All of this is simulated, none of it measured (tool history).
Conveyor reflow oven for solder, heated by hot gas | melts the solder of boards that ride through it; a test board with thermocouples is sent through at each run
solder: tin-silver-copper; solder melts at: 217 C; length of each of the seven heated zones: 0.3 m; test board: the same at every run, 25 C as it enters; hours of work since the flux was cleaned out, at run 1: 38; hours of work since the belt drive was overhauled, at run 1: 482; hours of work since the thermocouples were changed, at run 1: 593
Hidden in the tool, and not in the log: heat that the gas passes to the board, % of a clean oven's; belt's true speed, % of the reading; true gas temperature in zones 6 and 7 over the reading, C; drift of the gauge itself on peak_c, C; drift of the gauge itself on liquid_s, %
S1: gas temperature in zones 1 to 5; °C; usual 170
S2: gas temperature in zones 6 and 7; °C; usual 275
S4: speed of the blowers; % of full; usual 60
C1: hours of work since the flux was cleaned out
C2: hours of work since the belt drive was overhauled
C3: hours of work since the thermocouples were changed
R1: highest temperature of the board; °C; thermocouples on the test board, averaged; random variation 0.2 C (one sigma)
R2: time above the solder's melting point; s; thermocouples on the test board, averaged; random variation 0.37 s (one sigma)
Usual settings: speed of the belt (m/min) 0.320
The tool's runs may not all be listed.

{"run": 1, "hour": 0.0, "S1": 170, "S2": 275, "speed of the belt (m/min)": 0.32, "S4": 60, "C1": 38, "C2": 482, "C3": 593, "R1": 263.6, "R2": 94.7}
{"run": 2, "hour": 19.5, "S1": 170, "S2": 275, "speed of the belt (m/min)": 0.32, "S4": 60, "C1": 52, "C2": 496, "C3": 607, "R1": 263.7, "R2": 94.3}
{"run": 3, "hour": 40.8, "S1": 170, "S2": 286, "speed of the belt (m/min)": 0.32, "S4": 60, "C1": 67, "C2": 511, "C3": 622, "R1": 273.4, "R2": 100.5}
{"run": 4, "hour": 56.8, "S1": 170, "S2": 275, "speed of the belt (m/min)": 0.337, "S4": 60, "C1": 78, "C2": 523, "C3": 634, "R1": 261.6, "R2": 88.4}
{"run": 5, "hour": 76.3, "S1": 170, "S2": 275, "speed of the belt (m/min)": 0.337, "S4": 60, "C1": 92, "C2": 536, "C3": 648, "R1": 261.8, "R2": 87.4}
{"run": 6, "hour": 88.7, "S1": 170, "S2": 275, "speed of the belt (m/min)": 0.337, "S4": 60, "C1": 101, "C2": 545, "C3": 656, "R1": 261.4, "R2": 87.0}
{"run": 7, "hour": 106.7, "S1": 170, "S2": 275, "speed of the belt (m/min)": 0.337, "S4": 60, "C1": 114, "C2": 558, "C3": 669, "R1": 261.3, "R2": 86.9}
{"hour": 130.9, "done": "thermocouples of zones 6 and 7 changed"}
{"run": 8, "hour": 131.7, "S1": 170, "S2": 275, "speed of the belt (m/min)": 0.337, "S4": 60, "C1": 130, "C2": 574, "C3": 1, "R1": 260.1, "R2": 86.3}
{"run": 9, "hour": 154.5, "S1": 170, "S2": 275, "speed of the belt (m/min)": 0.378, "S4": 60, "C1": 146, "C2": 591, "C3": 17, "R1": 256.4, "R2": 72.8}
{"run": 10, "hour": 167.4, "S1": 170, "S2": 275, "speed of the belt (m/min)": 0.378, "S4": 60, "C1": 155, "C2": 600, "C3": 26, "R1": 256.4, "R2": 72.2}
{"run": 11, "hour": 178.9, "S1": 170, "S2": 275, "speed of the belt (m/min)": 0.378, "S4": 60, "C1": 164, "C2": 608, "C3": 34, "R1": 256.2, "R2": 72.8}
{"run": 12, "hour": 200.5, "S1": 170, "S2": 275, "speed of the belt (m/min)": 0.32, "S4": 80, "C1": 179, "C2": 623, "C3": 49, "R1": 264.3, "R2": 95.6}
{"run": 13, "hour": 224.7, "S1": 170, "S2": 275, "speed of the belt (m/min)": 0.32, "S4": 80, "C1": 196, "C2": 641, "C3": 67, "R1": 264.0, "R2": 95.2}
{"run": 14, "hour": 245.8, "S1": 170, "S2": 275, "speed of the belt (m/min)": 0.32, "S4": 80, "C1": 211, "C2": 656, "C3": 82, "R1": 264.2, "R2": 95.6}
{"hour": 252.2, "done": "flux residue cleaned out of gas plates and filters"}
{"run": 15, "hour": 266.1, "S1": 170, "S2": 275, "speed of the belt (m/min)": 0.289, "S4": 60, "C1": 10, "C2": 667, "C3": 93, "R1": 265.8, "R2": 107.6}
{"run": 16, "hour": 286.5, "S1": 170, "S2": 275, "speed of the belt (m/min)": 0.289, "S4": 60, "C1": 24, "C2": 681, "C3": 107, "R1": 265.4, "R2": 107.6}
{"run": 17, "hour": 306.1, "S1": 157, "S2": 269, "speed of the belt (m/min)": 0.289, "S4": 60, "C1": 38, "C2": 695, "C3": 121, "R1": 258.0, "R2": 95.4}
{"run": 18, "hour": 321.1, "S1": 170, "S2": 270, "speed of the belt (m/min)": 0.32, "S4": 60, "C1": 49, "C2": 706, "C3": 132, "R1": 258.0, "R2": 90.2}
{"run": 19, "hour": 335.0, "S1": 160, "S2": 275, "speed of the belt (m/min)": 0.375, "S4": 60, "C1": 59, "C2": 716, "C3": 142, "R1": 255.7, "R2": 69.6}
{"run": 20, "hour": 355.5, "S1": 165, "S2": 268, "speed of the belt (m/min)": 0.375, "S4": 60, "C1": 74, "C2": 730, "C3": 156, "R1": 250.5, "R2": 66.6}

Forecast each of these 5 alternatives for the next run:
{"run": "A", "hour": 372.5, "S1": 165, "S2": 268, "speed of the belt (m/min)": 0.36, "S4": 60, "C1": 86, "C2": 742, "C3": 168, "R1": "?", "R2": "?"}
{"run": "B", "hour": 372.5, "S1": 170, "S2": 269, "speed of the belt (m/min)": 0.284, "S4": 65, "C1": 86, "C2": 742, "C3": 168, "R1": "?", "R2": "?"}
{"run": "C", "hour": 372.5, "S1": 170, "S2": 268, "speed of the belt (m/min)": 0.32, "S4": 60, "C1": 86, "C2": 742, "C3": 168, "R1": "?", "R2": "?"}
{"run": "D", "hour": 372.5, "S1": 170, "S2": 275, "speed of the belt (m/min)": 0.264, "S4": 60, "C1": 86, "C2": 742, "C3": 168, "R1": "?", "R2": "?"}
{"run": "E", "hour": 372.5, "S1": 178, "S2": 267, "speed of the belt (m/min)": 0.32, "S4": 61, "C1": 86, "C2": 742, "C3": 168, "R1": "?", "R2": "?"}

run=A R1=251.4 R2=71.4
run=B R1=260.5 R2=106.7
run=C R1=255.9 R2=88.7
run=D R1=267.0 R2=119.7
run=E R1=256.4 R2=93.0
Without the tool's hidden state the same runs would have given:
run=A R1=251.7 R2=71.2
run=B R1=260.7 R2=106.0
run=C R1=256.1 R2=88.2
run=D R1=267.2 R2=118.8
run=E R1=256.5 R2=92.5
